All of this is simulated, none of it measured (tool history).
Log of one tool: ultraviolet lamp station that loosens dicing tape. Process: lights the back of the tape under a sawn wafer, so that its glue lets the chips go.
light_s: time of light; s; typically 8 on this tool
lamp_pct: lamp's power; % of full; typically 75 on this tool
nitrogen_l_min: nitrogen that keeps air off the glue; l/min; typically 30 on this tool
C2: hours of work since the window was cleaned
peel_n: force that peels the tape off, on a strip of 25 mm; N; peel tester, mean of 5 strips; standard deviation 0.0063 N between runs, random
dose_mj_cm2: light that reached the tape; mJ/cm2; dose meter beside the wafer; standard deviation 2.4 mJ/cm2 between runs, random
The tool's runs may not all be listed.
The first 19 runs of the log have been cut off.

{"run": 20, "hour": 266.2, "light_s": 8, "lamp_pct": 75, "nitrogen_l_min": 30, "hours of work of the lamp": 330, "C2": 61, "peel_n": 0.415, "dose_mj_cm2": 171}
{"run": 21, "hour": 276.7, "light_s": 13, "lamp_pct": 75, "nitrogen_l_min": 30, "hours of work of the lamp": 338, "C2": 69, "peel_n": 0.138, "dose_mj_cm2": 280}
{"hour": 283.4, "done": "window cleaned of glue's vapour, once more"}
{"run": 22, "hour": 289.4, "light_s": 13, "lamp_pct": 62, "nitrogen_l_min": 30, "hours of work of the lamp": 347, "C2": 4, "peel_n": 0.132, "dose_mj_cm2": 294}
{"run": 23, "hour": 299.7, "light_s": 8, "lamp_pct": 91, "nitrogen_l_min": 30, "hours of work of the lamp": 355, "C2": 12, "peel_n": 0.167, "dose_mj_cm2": 266}
{"run": 24, "hour": 311.4, "light_s": 5, "lamp_pct": 70, "nitrogen_l_min": 21, "hours of work of the lamp": 363, "C2": 21, "peel_n": 0.988, "dose_mj_cm2": 133}
{"run": 25, "hour": 322.8, "light_s": 5, "lamp_pct": 70, "nitrogen_l_min": 21, "hours of work of the lamp": 372, "C2": 29, "peel_n": 0.991, "dose_mj_cm2": 126}
{"run": 26, "hour": 343.0, "light_s": 8, "lamp_pct": 75, "nitrogen_l_min": 53, "hours of work of the lamp": 386, "C2": 44, "peel_n": 0.161, "dose_mj_cm2": 214}
{"run": 27, "hour": 362.5, "light_s": 11, "lamp_pct": 86, "nitrogen_l_min": 10, "hours of work of the lamp": 401, "C2": 58, "peel_n": 0.294, "dose_mj_cm2": 332}
{"run": 28, "hour": 378.2, "light_s": 6, "lamp_pct": 75, "nitrogen_l_min": 22, "hours of work of the lamp": 412, "C2": 70, "peel_n": 0.645, "dose_mj_cm2": 154}
{"run": 29, "hour": 392.8, "light_s": 15, "lamp_pct": 60, "nitrogen_l_min": 27, "hours of work of the lamp": 423, "C2": 80, "peel_n": 0.137, "dose_mj_cm2": 310}
{"run": 30, "hour": 410.7, "light_s": 16, "lamp_pct": 74, "nitrogen_l_min": 27, "hours of work of the lamp": 436, "C2": 93, "peel_n": 0.089, "dose_mj_cm2": 403}
{"run": 31, "hour": 426.1, "light_s": 7, "lamp_pct": 74, "nitrogen_l_min": 44, "hours of work of the lamp": 448, "C2": 105, "peel_n": 0.297, "dose_mj_cm2": 175}
{"run": 32, "hour": 443.2, "light_s": 15, "lamp_pct": 66, "nitrogen_l_min": 52, "hours of work of the lamp": 460, "C2": 117, "peel_n": 0.094, "dose_mj_cm2": 332}
{"run": 33, "hour": 464.3, "light_s": 15, "lamp_pct": 66, "nitrogen_l_min": 52, "hours of work of the lamp": 476, "C2": 133, "peel_n": 0.097, "dose_mj_cm2": 331}
{"run": 34, "hour": 480.7, "light_s": 15, "lamp_pct": 62, "nitrogen_l_min": 42, "hours of work of the lamp": 488, "C2": 145, "peel_n": 0.088, "dose_mj_cm2": 305}
{"run": 35, "hour": 496.1, "light_s": 7, "lamp_pct": 66, "nitrogen_l_min": 59, "hours of work of the lamp": 499, "C2": 156, "peel_n": 0.325, "dose_mj_cm2": 150}
{"run": 36, "hour": 517.3, "light_s": 7, "lamp_pct": 66, "nitrogen_l_min": 29, "hours of work of the lamp": 515, "C2": 172, "peel_n": 0.575, "dose_mj_cm2": 149}
{"run": 37, "hour": 535.0, "light_s": 7, "lamp_pct": 66, "nitrogen_l_min": 29, "hours of work of the lamp": 528, "C2": 185, "peel_n": 0.574, "dose_mj_cm2": 146}
{"run": 38, "hour": 545.8, "light_s": 9, "lamp_pct": 84, "nitrogen_l_min": 16, "hours of work of the lamp": 535, "C2": 193, "peel_n": 0.388, "dose_mj_cm2": 243}
{"run": 39, "hour": 555.2, "light_s": 5, "lamp_pct": 75, "nitrogen_l_min": 30, "hours of work of the lamp": 542, "C2": 200, "peel_n": 0.84, "dose_mj_cm2": 118}
{"run": 40, "hour": 568.8, "light_s": 4, "lamp_pct": 75, "nitrogen_l_min": 30, "hours of work of the lamp": 552, "C2": 210, "peel_n": 1.209, "dose_mj_cm2": 98}
{"run": 41, "hour": 586.6, "light_s": 4, "lamp_pct": 75, "nitrogen_l_min": 30, "hours of work of the lamp": 565, "C2": 223, "peel_n": 1.215, "dose_mj_cm2": 91}
{"run": 42, "hour": 595.6, "light_s": 8, "lamp_pct": 89, "nitrogen_l_min": 15, "hours of work of the lamp": 572, "C2": 229, "peel_n": 0.489, "dose_mj_cm2": 221}

Below are 4 alternative next runs, each starting from the tool's condition after run 42. Predict each:
{"run": "A", "hour": 615.0, "light_s": 5, "lamp_pct": 75, "nitrogen_l_min": 15, "hours of work of the lamp": 586, "C2": 244, "peel_n": "?", "dose_mj_cm2": "?"}
{"run": "B", "hour": 615.0, "light_s": 9, "lamp_pct": 97, "nitrogen_l_min": 15, "hours of work of the lamp": 586, "C2": 244, "peel_n": "?", "dose_mj_cm2": "?"}
{"run": "C", "hour": 615.0, "light_s": 8, "lamp_pct": 75, "nitrogen_l_min": 18, "hours of work of the lamp": 586, "C2": 244, "peel_n": "?", "dose_mj_cm2": "?"}
{"run": "D", "hour": 615.0, "light_s": 10, "lamp_pct": 70, "nitrogen_l_min": 49, "hours of work of the lamp": 586, "C2": 244, "peel_n": "?", "dose_mj_cm2": "?"}

run=A peel_n=1.347 dose_mj_cm2=112
run=B peel_n=0.315 dose_mj_cm2=270
run=C peel_n=0.564 dose_mj_cm2=187
run=D peel_n=0.171 dose_mj_cm2=213
What these runs would have given with no unlogged condition in the tool:
run=A peel_n=0.896 dose_mj_cm2=152
run=B peel_n=0.165 dose_mj_cm2=363
run=C peel_n=0.304 dose_mj_cm2=250
run=D peel_n=0.102 dose_mj_cm2=287
